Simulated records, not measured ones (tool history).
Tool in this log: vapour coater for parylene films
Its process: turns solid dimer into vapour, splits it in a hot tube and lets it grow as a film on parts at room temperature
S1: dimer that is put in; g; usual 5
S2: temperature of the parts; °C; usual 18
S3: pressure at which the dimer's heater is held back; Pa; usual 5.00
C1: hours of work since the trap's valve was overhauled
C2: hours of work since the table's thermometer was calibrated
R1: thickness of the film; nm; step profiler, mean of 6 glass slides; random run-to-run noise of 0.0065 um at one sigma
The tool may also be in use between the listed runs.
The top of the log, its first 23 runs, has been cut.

run 24 day=24.621 | S1=8 S2=23 S3=4.15 | C1=239 C2=676 | R1=980
run 25 day=25.554 | S1=3 S2=23 S3=3.68 | C1=249 C2=686 | R1=378
run 26 day=26.279 | S1=3 S2=11 S3=6.68 | C1=256 C2=693 | R1=433
run 27 day=27.812 | S1=3 S2=15 S3=6.68 | C1=271 C2=708 | R1=402
run 28 day=29.338 | S1=3 S2=18 S3=5.00 | C1=287 C2=723 | R1=390
run 29 day=30.475 | S1=6 S2=18 S3=5.00 | C1=298 C2=735 | R1=769
run 30 day=31.200 | S1=2 S2=25 S3=5.40 | C1=305 C2=742 | R1=234
run 31 day=32.662 | S1=2 S2=25 S3=5.40 | C1=320 C2=757 | R1=226
run 32 day=33.612 | S1=2 S2=15 S3=5.40 | C1=329 C2=766 | R1=253

What does the tool deliver on the next run?
run 33 day=34.796 | S1=2 S2=15 S3=5.40 | C1=341 C2=778 | R1=?

{"run 33": {"R1": 270}}
On a tool with no hidden condition, and with the same random variation, this run would have come out at R1 302 nm.
